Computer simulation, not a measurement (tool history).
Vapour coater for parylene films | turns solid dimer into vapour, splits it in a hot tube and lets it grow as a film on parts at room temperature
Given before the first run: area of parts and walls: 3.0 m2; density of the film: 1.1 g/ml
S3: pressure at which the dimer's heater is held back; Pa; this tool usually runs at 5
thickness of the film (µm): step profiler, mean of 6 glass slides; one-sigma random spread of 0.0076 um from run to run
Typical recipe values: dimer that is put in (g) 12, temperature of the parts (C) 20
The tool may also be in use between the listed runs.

{"run": 1, "hour": 0.0, "dimer that is put in (g)": 12, "temperature of the parts (C)": 20, "S3": 5, "thickness of the film (µm)": 2.743}
{"run": 2, "hour": 19.8, "dimer that is put in (g)": 21, "temperature of the parts (C)": 20, "S3": 5, "thickness of the film (µm)": 4.814}
{"run": 3, "hour": 38.5, "dimer that is put in (g)": 21, "temperature of the parts (C)": 20, "S3": 5, "thickness of the film (µm)": 4.791}
{"run": 4, "hour": 63.7, "dimer that is put in (g)": 21, "temperature of the parts (C)": 21, "S3": 5, "thickness of the film (µm)": 4.626}
{"run": 5, "hour": 86.0, "dimer that is put in (g)": 21, "temperature of the parts (C)": 21, "S3": 5, "thickness of the film (µm)": 4.613}
{"run": 6, "hour": 111.1, "dimer that is put in (g)": 21, "temperature of the parts (C)": 21, "S3": 5, "thickness of the film (µm)": 4.579}
{"run": 7, "hour": 142.7, "dimer that is put in (g)": 21, "temperature of the parts (C)": 25, "S3": 5, "thickness of the film (µm)": 3.951}
{"run": 8, "hour": 162.9, "dimer that is put in (g)": 21, "temperature of the parts (C)": 25, "S3": 5, "thickness of the film (µm)": 3.935}
{"run": 9, "hour": 186.7, "dimer that is put in (g)": 21, "temperature of the parts (C)": 25, "S3": 9.31, "thickness of the film (µm)": 3.679}
{"run": 10, "hour": 209.1, "dimer that is put in (g)": 12, "temperature of the parts (C)": 17, "S3": 5, "thickness of the film (µm)": 3.01}
{"run": 11, "hour": 243.4, "dimer that is put in (g)": 12, "temperature of the parts (C)": 20, "S3": 5, "thickness of the film (µm)": 2.678}
{"hour": 280.3, "done": "trap's valve overhauled"}
{"run": 12, "hour": 283.8, "dimer that is put in (g)": 12, "temperature of the parts (C)": 22, "S3": 5, "thickness of the film (µm)": 2.65}
{"run": 13, "hour": 302.2, "dimer that is put in (g)": 12, "temperature of the parts (C)": 22, "S3": 5, "thickness of the film (µm)": 2.647}
{"run": 14, "hour": 338.0, "dimer that is put in (g)": 12, "temperature of the parts (C)": 20, "S3": 5, "thickness of the film (µm)": 2.833}
{"run": 15, "hour": 363.5, "dimer that is put in (g)": 12, "temperature of the parts (C)": 20, "S3": 5, "thickness of the film (µm)": 2.82}
{"run": 16, "hour": 379.1, "dimer that is put in (g)": 12, "temperature of the parts (C)": 20, "S3": 5, "thickness of the film (µm)": 2.83}
{"run": 17, "hour": 416.1, "dimer that is put in (g)": 12, "temperature of the parts (C)": 18, "S3": 5, "thickness of the film (µm)": 3.034}
{"run": 18, "hour": 438.8, "dimer that is put in (g)": 12, "temperature of the parts (C)": 18, "S3": 5, "thickness of the film (µm)": 3.03}
{"run": 19, "hour": 476.1, "dimer that is put in (g)": 12, "temperature of the parts (C)": 18, "S3": 5, "thickness of the film (µm)": 3}
{"run": 20, "hour": 507.4, "dimer that is put in (g)": 12, "temperature of the parts (C)": 18, "S3": 5, "thickness of the film (µm)": 2.996}
{"run": 21, "hour": 531.8, "dimer that is put in (g)": 12, "temperature of the parts (C)": 18, "S3": 5, "thickness of the film (µm)": 2.989}
{"run": 22, "hour": 560.3, "dimer that is put in (g)": 12, "temperature of the parts (C)": 18, "S3": 5, "thickness of the film (µm)": 2.989}
{"run": 23, "hour": 595.7, "dimer that is put in (g)": 12, "temperature of the parts (C)": 20, "S3": 5, "thickness of the film (µm)": 2.753}
{"run": 24, "hour": 623.1, "dimer that is put in (g)": 12, "temperature of the parts (C)": 20, "S3": 5, "thickness of the film (µm)": 2.742}
{"run": 25, "hour": 658.1, "dimer that is put in (g)": 12, "temperature of the parts (C)": 20, "S3": 9.3, "thickness of the film (µm)": 2.555}
{"run": 26, "hour": 684.4, "dimer that is put in (g)": 12, "temperature of the parts (C)": 20, "S3": 9.3, "thickness of the film (µm)": 2.541}
{"run": 27, "hour": 704.5, "dimer that is put in (g)": 8, "temperature of the parts (C)": 24, "S3": 5.51, "thickness of the film (µm)": 1.556}
{"run": 28, "hour": 732.7, "dimer that is put in (g)": 11, "temperature of the parts (C)": 25, "S3": 3.56, "thickness of the film (µm)": 2.15}
{"run": 29, "hour": 769.8, "dimer that is put in (g)": 18, "temperature of the parts (C)": 12, "S3": 5, "thickness of the film (µm)": 5.009}
{"run": 30, "hour": 804.9, "dimer that is put in (g)": 18, "temperature of the parts (C)": 12, "S3": 5, "thickness of the film (µm)": 5}
{"hour": 823.1, "done": "trap's valve overhauled"}
{"run": 31, "hour": 835.4, "dimer that is put in (g)": 17, "temperature of the parts (C)": 14, "S3": 10.67, "thickness of the film (µm)": 4.635}
{"run": 32, "hour": 858.6, "dimer that is put in (g)": 14, "temperature of the parts (C)": 22, "S3": 10.67, "thickness of the film (µm)": 2.857}
{"run": 33, "hour": 884.8, "dimer that is put in (g)": 12, "temperature of the parts (C)": 22, "S3": 4.94, "thickness of the film (µm)": 2.643}
{"run": 34, "hour": 917.6, "dimer that is put in (g)": 12, "temperature of the parts (C)": 22, "S3": 4.94, "thickness of the film (µm)": 2.63}
{"run": 35, "hour": 935.7, "dimer that is put in (g)": 12, "temperature of the parts (C)": 15, "S3": 5, "thickness of the film (µm)": 3.387}
{"run": 36, "hour": 967.5, "dimer that is put in (g)": 12, "temperature of the parts (C)": 15, "S3": 2.26, "thickness of the film (µm)": 3.464}
{"run": 37, "hour": 985.1, "dimer that is put in (g)": 22, "temperature of the parts (C)": 12, "S3": 2.09, "thickness of the film (µm)": 6.338}
{"run": 38, "hour": 1022.1, "dimer that is put in (g)": 20, "temperature of the parts (C)": 20, "S3": 7.64, "thickness of the film (µm)": 4.451}
{"run": 39, "hour": 1048.9, "dimer that is put in (g)": 12, "temperature of the parts (C)": 16, "S3": 5.38, "thickness of the film (µm)": 3.208}
{"run": 40, "hour": 1073.0, "dimer that is put in (g)": 12, "temperature of the parts (C)": 16, "S3": 2.09, "thickness of the film (µm)": 3.437}
{"run": 41, "hour": 1088.3, "dimer that is put in (g)": 12, "temperature of the parts (C)": 16, "S3": 2.09, "thickness of the film (µm)": 3.408}
{"run": 42, "hour": 1123.4, "dimer that is put in (g)": 12, "temperature of the parts (C)": 18, "S3": 3.44, "thickness of the film (µm)": 3.113}
{"run": 43, "hour": 1139.0, "dimer that is put in (g)": 12, "temperature of the parts (C)": 13, "S3": 11.13, "thickness of the film (µm)": 3.278}
{"run": 44, "hour": 1160.0, "dimer that is put in (g)": 12, "temperature of the parts (C)": 13, "S3": 3.72, "thickness of the film (µm)": 3.377}
{"run": 45, "hour": 1186.9, "dimer that is put in (g)": 12, "temperature of the parts (C)": 13, "S3": 3.72, "thickness of the film (µm)": 3.37}
{"run": 46, "hour": 1205.2, "dimer that is put in (g)": 12, "temperature of the parts (C)": 13, "S3": 3.72, "thickness of the film (µm)": 3.368}
{"run": 47, "hour": 1242.7, "dimer that is put in (g)": 12, "temperature of the parts (C)": 13, "S3": 3.72, "thickness of the film (µm)": 3.34}
{"run": 48, "hour": 1261.8, "dimer that is put in (g)": 12, "temperature of the parts (C)": 13, "S3": 3.72, "thickness of the film (µm)": 3.353}

Each run again, without the hidden state but with its own random variation kept:
The hidden state here: vapour lost through the trap's worn valve, %; true temperature of the parts over the reading, C; drift of the gauge itself on film_um, %.
run=1 thickness_of_the_film_(µm)=2.783
run=2 thickness_of_the_film_(µm)=4.894
run=3 thickness_of_the_film_(µm)=4.881
run=4 thickness_of_the_film_(µm)=4.726
run=5 thickness_of_the_film_(µm)=4.725
run=6 thickness_of_the_film_(µm)=4.705
run=7 thickness_of_the_film_(µm)=4.073
run=8 thickness_of_the_film_(µm)=4.066
run=9 thickness_of_the_film_(µm)=3.811
run=10 thickness_of_the_film_(µm)=3.126
run=11 thickness_of_the_film_(µm)=2.791
run=12 thickness_of_the_film_(µm)=2.593
run=13 thickness_of_the_film_(µm)=2.595
run=14 thickness_of_the_film_(µm)=2.788
run=15 thickness_of_the_film_(µm)=2.783
run=16 thickness_of_the_film_(µm)=2.796
run=17 thickness_of_the_film_(µm)=3.009
run=18 thickness_of_the_film_(µm)=3.013
run=19 thickness_of_the_film_(µm)=2.996
run=20 thickness_of_the_film_(µm)=3.001
run=21 thickness_of_the_film_(µm)=3.003
run=22 thickness_of_the_film_(µm)=3.014
run=23 thickness_of_the_film_(µm)=2.786
run=24 thickness_of_the_film_(µm)=2.784
run=25 thickness_of_the_film_(µm)=2.604
run=26 thickness_of_the_film_(µm)=2.598
run=27 thickness_of_the_film_(µm)=1.594
run=28 thickness_of_the_film_(µm)=2.21
run=29 thickness_of_the_film_(µm)=5.34
run=30 thickness_of_the_film_(µm)=5.355
run=31 thickness_of_the_film_(µm)=4.536
run=32 thickness_of_the_film_(µm)=2.803
run=33 thickness_of_the_film_(µm)=2.601
run=34 thickness_of_the_film_(µm)=2.597
run=35 thickness_of_the_film_(µm)=3.352
run=36 thickness_of_the_film_(µm)=3.562
run=37 thickness_of_the_film_(µm)=6.531
run=38 thickness_of_the_film_(µm)=4.448
run=39 thickness_of_the_film_(µm)=3.215
run=40 thickness_of_the_film_(µm)=3.575
run=41 thickness_of_the_film_(µm)=3.553
run=42 thickness_of_the_film_(µm)=3.145
run=43 thickness_of_the_film_(µm)=3.319
run=44 thickness_of_the_film_(µm)=3.558
run=45 thickness_of_the_film_(µm)=3.563
run=46 thickness_of_the_film_(µm)=3.568
run=47 thickness_of_the_film_(µm)=3.555
run=48 thickness_of_the_film_(µm)=3.577
